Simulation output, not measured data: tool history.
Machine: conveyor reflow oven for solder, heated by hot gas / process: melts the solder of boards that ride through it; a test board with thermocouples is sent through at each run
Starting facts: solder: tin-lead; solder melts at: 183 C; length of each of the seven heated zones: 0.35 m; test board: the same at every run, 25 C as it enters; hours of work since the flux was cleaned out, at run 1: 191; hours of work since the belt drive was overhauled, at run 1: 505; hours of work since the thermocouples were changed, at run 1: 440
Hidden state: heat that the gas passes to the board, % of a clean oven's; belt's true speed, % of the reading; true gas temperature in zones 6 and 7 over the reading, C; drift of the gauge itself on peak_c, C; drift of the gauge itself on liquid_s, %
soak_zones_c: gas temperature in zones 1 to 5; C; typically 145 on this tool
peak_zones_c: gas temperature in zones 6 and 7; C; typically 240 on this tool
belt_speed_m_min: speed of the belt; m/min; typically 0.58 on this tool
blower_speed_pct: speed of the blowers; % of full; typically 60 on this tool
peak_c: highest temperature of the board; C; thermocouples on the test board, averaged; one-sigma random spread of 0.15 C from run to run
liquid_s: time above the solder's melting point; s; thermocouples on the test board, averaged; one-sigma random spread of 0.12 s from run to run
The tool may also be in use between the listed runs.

run   hour  soak_zones_c  peak_zones_c  belt_speed_m_min  blower_speed_pct  hours of work since the flux was cleaned out  hours of work since the belt drive was overhauled  hours of work since the thermocouples were changed  peak_c  liquid_s
  1      0           145           240              0.58                60                                           191                                                505                                                 440   213.6      52.5
  2   27.7           145           240              0.58                60                                           210                                                524                                                 459   213.5      52.4
  3   67.2           145           240             0.666                60                                           237                                                550                                                 485   207.7      39.6
  4     96           145           240             0.666                60                                           256                                                570                                                 505   207.4      39.4
  5  145.1           145           240              0.58                61                                           289                                                603                                                 538   213.4      52.4
     180.1  -- flux residue cleaned out of gas plates and filters
  6  190.5           145           240              0.58                61                                             7                                                630                                                 565   214.8      53.6

Run 7 comes next. What will it give?
  7   232           141           240              0.58                76                                            35                                                658                                                 593       ?         ?

peak_c: 219.1 C
liquid_s: 56.2 s
Had the tool carried no hidden state, the very same run would have given peak_c 221 C, liquid_s 57.1 s.

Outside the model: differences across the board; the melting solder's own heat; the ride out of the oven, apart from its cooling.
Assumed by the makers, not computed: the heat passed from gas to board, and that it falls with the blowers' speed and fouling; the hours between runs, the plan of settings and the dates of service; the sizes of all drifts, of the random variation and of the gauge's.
